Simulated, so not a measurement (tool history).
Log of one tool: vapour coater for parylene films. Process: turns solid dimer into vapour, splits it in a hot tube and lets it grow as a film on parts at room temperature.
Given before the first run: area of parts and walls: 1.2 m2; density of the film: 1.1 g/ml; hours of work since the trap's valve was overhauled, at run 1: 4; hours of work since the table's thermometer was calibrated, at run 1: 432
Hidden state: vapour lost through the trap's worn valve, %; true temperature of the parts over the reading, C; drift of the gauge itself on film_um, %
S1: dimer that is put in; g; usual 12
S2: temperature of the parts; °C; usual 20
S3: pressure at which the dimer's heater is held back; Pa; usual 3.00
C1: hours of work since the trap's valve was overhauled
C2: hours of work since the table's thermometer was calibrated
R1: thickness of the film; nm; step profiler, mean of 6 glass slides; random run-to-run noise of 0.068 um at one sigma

run,hour,S1,S2,S3,C1,C2,R1
1,0.0,12,20,3.00,4,432,8130
2,27.0,12,20,3.00,21,449,7830
3,55.5,12,20,3.00,40,467,7900
4,79.5,12,20,3.00,55,482,7870
5,105.4,12,20,2.48,71,498,8200
6,138.8,12,19,2.48,92,520,8640
7,173.8,12,20,6.29,114,542,6620
8,195.3,12,20,3.00,128,555,7890
9,224.4,12,20,3.00,147,574,7670
10,260.9,12,20,3.00,170,597,7730
11,281.0,12,16,3.00,182,610,8670
12,296.4,12,16,3.00,192,620,8720
13,326.9,12,16,3.00,212,639,8590
14,342.5,12,16,3.00,221,649,8530
15,364.2,12,16,3.00,235,662,8660
16,390.6,12,16,3.00,252,679,8640
# hour 394.3: table's thermometer calibrated
17,407.7,12,16,3.00,262,8,8550
18,430.5,12,16,3.00,277,23,8570
19,465.0,12,16,3.00,298,45,8470
20,480.1,12,16,3.00,308,54,8520
21,496.5,12,16,3.00,318,65,8450
22,513.0,12,16,3.00,329,75,8540
23,545.1,12,13,3.00,349,96,8490
24,562.0,5,26,4.38,360,106,2040
25,598.1,5,26,4.38,383,129,2050
# hour 601.8: table's thermometer calibrated, once more
26,632.5,5,26,4.38,404,19,2200
27,650.5,8,15,7.32,415,31,5440
28,669.1,15,20,3.00,427,43,9690
29,701.5,15,20,3.00,448,63,9610
30,730.3,15,20,3.00,466,81,9620
31,756.4,8,12,8.70,482,98,5570
32,773.5,5,21,8.70,493,109,2370
33,798.2,18,27,4.29,509,124,7430
34,815.8,11,20,2.26,520,136,7260
35,838.9,12,21,3.00,535,150,7160
36,872.5,12,22,8.79,556,172,5290
37,896.2,6,25,5.63,571,187,2540
38,918.6,19,24,9.78,585,201,7340
39,933.9,9,13,7.64,595,210,6180
40,962.0,12,28,3.00,613,228,4930
41,981.1,17,29,3.81,625,240,6390
42,1015.8,12,25,6.17,647,262,4880
43,1040.8,19,13,10.99,663,278,12250
44,1064.1,12,13,10.99,677,293,7670
# hour 1097.0: trap's valve overhauled
45,1097.0,12,20,3.00,0,311,8120
46,1124.2,12,20,3.00,17,328,8170

Predict each of these 3 candidate next runs independently; none follows another, all start after run 46:
A,1150.8,12,24,3.00,34,345,?
B,1150.8,21,18,3.07,34,345,?
C,1150.8,6,14,3.00,34,345,?

run,R1
A,6560
B,15500
C,4450
Had the tool no hidden state, the same runs would have come out as:
run,R1
A,6640
B,15650
C,4480

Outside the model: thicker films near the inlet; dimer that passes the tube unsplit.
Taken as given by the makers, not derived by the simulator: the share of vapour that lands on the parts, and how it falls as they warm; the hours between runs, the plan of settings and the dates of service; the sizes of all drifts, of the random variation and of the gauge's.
